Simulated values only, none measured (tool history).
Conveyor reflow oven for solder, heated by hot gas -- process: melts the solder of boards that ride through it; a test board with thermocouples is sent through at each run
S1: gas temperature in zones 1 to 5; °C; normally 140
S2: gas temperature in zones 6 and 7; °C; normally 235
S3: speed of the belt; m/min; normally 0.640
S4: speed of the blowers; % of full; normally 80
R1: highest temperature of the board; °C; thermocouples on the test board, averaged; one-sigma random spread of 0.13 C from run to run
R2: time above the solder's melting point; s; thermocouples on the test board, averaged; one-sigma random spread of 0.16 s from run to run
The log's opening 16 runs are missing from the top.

run	day	S1	S2	S3	S4	R1	R2
17	30.879	149	235	0.640	80	227.9	69.9
18	33.412	127	238	0.715	80	225.6	54.6
# day 34.571: flux residue cleaned out of gas plates and filters
19	36.112	140	238	0.570	80	232.8	78.0
20	38.312	154	235	0.674	80	228.2	68.3
21	39.667	140	235	0.640	50	220.6	61.4
22	41.958	140	235	0.640	50	220.7	61.1
23	44.433	140	235	0.640	50	220.5	61.5
24	45.588	131	226	0.640	50	211.0	50.2
25	47.508	140	235	0.584	87	230.6	75.7
# day 49.283: flux residue cleaned out of gas plates and filters
26	49.983	140	235	0.584	87	231.3	76.1
27	52.050	140	235	0.584	87	231.3	76.2
28	53.271	133	233	0.584	87	228.8	72.9
# day 54.546: belt drive overhauled, speed set with a stopwatch
29	55.029	148	236	0.598	87	231.6	74.4
30	56.208	148	236	0.598	87	231.7	74.5

3 options for the next run, each taken on its own from the tool as it stands now. Forecast them:
A	58.671	145	235	0.536	80	?	?
B	58.671	148	224	0.566	74	?	?
C	58.671	148	238	0.598	87	?	?

run	R1	R2
A	231.5	82.4
B	219.6	71.9
C	233.7	75.6
Take away the tool's hidden state, keep each run's random variation, and the runs would have read:
run	R1	R2
A	229.3	81.2
B	217.5	70.5
C	231.6	74.5
